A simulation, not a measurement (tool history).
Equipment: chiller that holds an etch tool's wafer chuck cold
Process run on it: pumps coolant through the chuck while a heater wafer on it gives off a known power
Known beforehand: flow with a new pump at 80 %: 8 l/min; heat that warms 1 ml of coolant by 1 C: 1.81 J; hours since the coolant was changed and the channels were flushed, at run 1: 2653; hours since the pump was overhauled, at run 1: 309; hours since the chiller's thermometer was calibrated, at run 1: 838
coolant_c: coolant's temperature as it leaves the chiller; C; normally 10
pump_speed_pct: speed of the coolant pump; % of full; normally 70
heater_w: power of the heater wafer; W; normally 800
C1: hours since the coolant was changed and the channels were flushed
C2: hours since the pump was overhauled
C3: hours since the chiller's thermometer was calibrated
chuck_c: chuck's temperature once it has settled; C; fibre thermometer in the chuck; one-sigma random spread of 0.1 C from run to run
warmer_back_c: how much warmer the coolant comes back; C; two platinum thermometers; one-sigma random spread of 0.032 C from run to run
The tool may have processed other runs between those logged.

Run 1, hour 0.0: usual settings; C1 2653; C2 309; C3 838. Result: chuck_c 21.7 C, warmer_back_c 3.82 C.
Run 2, hour 36.3: usual settings; C1 2689; C2 346; C3 875. Result: chuck_c 21.6 C, warmer_back_c 3.88 C.
Run 3, hour 78.5: usual settings; C1 2731; C2 388; C3 917. Result: chuck_c 21.8 C, warmer_back_c 3.86 C.
Run 4, hour 131.7: usual settings; C1 2784; C2 441; C3 970. Result: chuck_c 21.8 C, warmer_back_c 3.90 C.
Run 5, hour 161.7: usual settings but pump_speed_pct 96 % of full; C1 2815; C2 471; C3 1000. Result: chuck_c 18.8 C, warmer_back_c 2.65 C.
Run 6, hour 209.3: usual settings but pump_speed_pct 63 % of full; C1 2862; C2 519; C3 1048. Result: chuck_c 22.8 C, warmer_back_c 4.36 C.
Run 7, hour 258.1: usual settings but pump_speed_pct 63 % of full; C1 2911; C2 567; C3 1097. Result: chuck_c 23.1 C, warmer_back_c 4.38 C.
Run 8, hour 293.0: usual settings but heater_w 719 W; C1 2946; C2 602; C3 1131. Result: chuck_c 20.5 C, warmer_back_c 3.47 C.
Run 9, hour 316.5: usual settings but heater_w 695 W; C1 2969; C2 626; C3 1155. Result: chuck_c 20.4 C, warmer_back_c 3.42 C.
Run 10, hour 363.3: usual settings but heater_w 695 W; C1 3016; C2 672; C3 1202. Result: chuck_c 20.0 C, warmer_back_c 3.30 C.
Run 11, hour 393.2: usual settings but heater_w 695 W; C1 3046; C2 702; C3 1232. Result: chuck_c 20.2 C, warmer_back_c 3.41 C.
Run 12, hour 420.3: usual settings but heater_w 695 W; C1 3073; C2 729; C3 1259. Result: chuck_c 20.3 C, warmer_back_c 3.34 C.
Run 13, hour 450.3: usual settings but coolant_c 11 C, pump_speed_pct 93 % of full; C1 3103; C2 760; C3 1289. Result: chuck_c 20.2 C, warmer_back_c 2.87 C.
Run 14, hour 499.4: usual settings but coolant_c 1 C, pump_speed_pct 75 % of full, heater_w 909 W; C1 3152; C2 809; C3 1338. Result: chuck_c 13.8 C, warmer_back_c 4.09 C.
Run 15, hour 554.4: usual settings but pump_speed_pct 75 % of full, heater_w 490 W; C1 3207; C2 864; C3 1393. Result: chuck_c 16.8 C, warmer_back_c 2.20 C.
Run 16, hour 591.9: usual settings but coolant_c 2 C, heater_w 651 W; C1 3245; C2 901; C3 1430. Result: chuck_c 11.5 C, warmer_back_c 3.23 C.
Run 17, hour 624.1: usual settings but coolant_c 2 C, heater_w 651 W; C1 3277; C2 933; C3 1462. Result: chuck_c 11.5 C, warmer_back_c 3.16 C.
Run 18, hour 647.2: usual settings but heater_w 854 W; C1 3300; C2 956; C3 1486. Result: chuck_c 22.9 C, warmer_back_c 4.19 C.
Run 19, hour 689.2: usual settings but coolant_c 5 C, pump_speed_pct 99 % of full, heater_w 854 W; C1 3342; C2 998; C3 1528. Result: chuck_c 14.2 C, warmer_back_c 2.85 C.
Run 20, hour 740.1: usual settings but coolant_c 5 C, pump_speed_pct 99 % of full, heater_w 854 W; C1 3393; C2 1049; C3 1579. Result: chuck_c 14.3 C, warmer_back_c 2.84 C.
Run 21, hour 774.3: usual settings but coolant_c 5 C, pump_speed_pct 99 % of full, heater_w 854 W; C1 3427; C2 1083; C3 1613. Result: chuck_c 14.3 C, warmer_back_c 2.83 C.
Run 22, hour 817.8: usual settings but pump_speed_pct 73 % of full, heater_w 1140 W; C1 3471; C2 1127; C3 1656. Result: chuck_c 26.8 C, warmer_back_c 5.28 C.
Run 23, hour 857.0: usual settings but coolant_c 13 C, pump_speed_pct 78 % of full, heater_w 510 W; C1 3510; C2 1166; C3 1695. Result: chuck_c 19.8 C, warmer_back_c 2.21 C.

Table of differences, measured result less the result of that run with no hidden state. Run-to-run variation is the same in both. Gauge scatter possibly is not:
Hidden state present: heat passed by the chuck's channels, % of clean ones'; flow at a given pump speed, % of a new pump's; coolant's true temperature over the reading, C; drift of the gauge itself on chuck_c, C; drift of the gauge itself on warmer_back_c, C.
run  chuck_c  warmer_back_c
  1     +1.1          +0.01
  2     +1.1          +0.01
  3     +1.2          +0.02
  4     +1.2          +0.02
  5     +0.9          +0.01
  6     +1.4          +0.03
  7     +1.4          +0.03
  8     +1.1          +0.03
  9     +1.1          +0.02
 10     +1.1          +0.03
 11     +1.1          +0.03
 12     +1.1          +0.04
 13     +1.1          +0.03
 14     +1.5          +0.04
 15     +0.7          +0.03
 16     +1.1          +0.05
 17     +1.2          +0.04
 18     +1.6          +0.06
 19     +1.1          +0.05
 20     +1.2          +0.05
 21     +1.2          +0.05
 22     +2.3          +0.09
 23     +0.8          +0.04

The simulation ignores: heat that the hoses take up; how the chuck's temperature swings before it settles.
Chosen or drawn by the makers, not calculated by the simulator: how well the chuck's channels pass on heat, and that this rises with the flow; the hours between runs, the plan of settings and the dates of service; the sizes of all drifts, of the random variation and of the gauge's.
